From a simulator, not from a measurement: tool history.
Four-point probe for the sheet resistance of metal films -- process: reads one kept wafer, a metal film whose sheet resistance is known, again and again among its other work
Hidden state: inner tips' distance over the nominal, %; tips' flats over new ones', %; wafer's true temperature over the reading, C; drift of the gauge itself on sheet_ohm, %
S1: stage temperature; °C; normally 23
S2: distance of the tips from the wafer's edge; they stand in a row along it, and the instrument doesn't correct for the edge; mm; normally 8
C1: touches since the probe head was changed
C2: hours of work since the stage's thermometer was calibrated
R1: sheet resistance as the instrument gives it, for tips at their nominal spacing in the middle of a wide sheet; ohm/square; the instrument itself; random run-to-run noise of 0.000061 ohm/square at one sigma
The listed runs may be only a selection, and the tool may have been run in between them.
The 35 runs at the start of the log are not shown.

Run 36, day 76.662: usual settings but S1 27 °C, S2 17 mm; C1 50620; C2 124. Result: R1 0.308741 ohm/square.
Run 37, day 78: usual settings but S1 24 °C, S2 68 mm; C1 51233; C2 148. Result: R1 0.309059 ohm/square.
Run 38, day 79.371: usual settings but S1 24 °C, S2 68 mm; C1 51861; C2 172. Result: R1 0.309018 ohm/square.
Run 39, day 81.529: usual settings but S1 18 °C, S2 23 mm; C1 52848; C2 211. Result: R1 0.309808 ohm/square.
Run 40, day 83.658: usual settings but S1 28 °C, S2 20 mm; C1 53823; C2 249. Result: R1 0.308723 ohm/square.
Run 41, day 85.021: usual settings but S1 32 °C, S2 4 mm; C1 54446; C2 273. Result: R1 0.310685 ohm/square.
Run 42, day 87.146: usual settings but S1 32 °C, S2 4 mm; C1 55419; C2 310. Result: R1 0.310696 ohm/square.
Run 43, day 89.538: usual settings but S1 33 °C, S2 16 mm; C1 56514; C2 353. Result: R1 0.308234 ohm/square.

For run 44, what comes out?
Run 44, day 91.517: usual settings but S1 32 °C, S2 6 mm; C1 57420; C2 388. Result: R1 ?.

R1: 0.30957 ohm/square
With no hidden state in the tool, this same run would have given R1 0.306961 ohm/square.
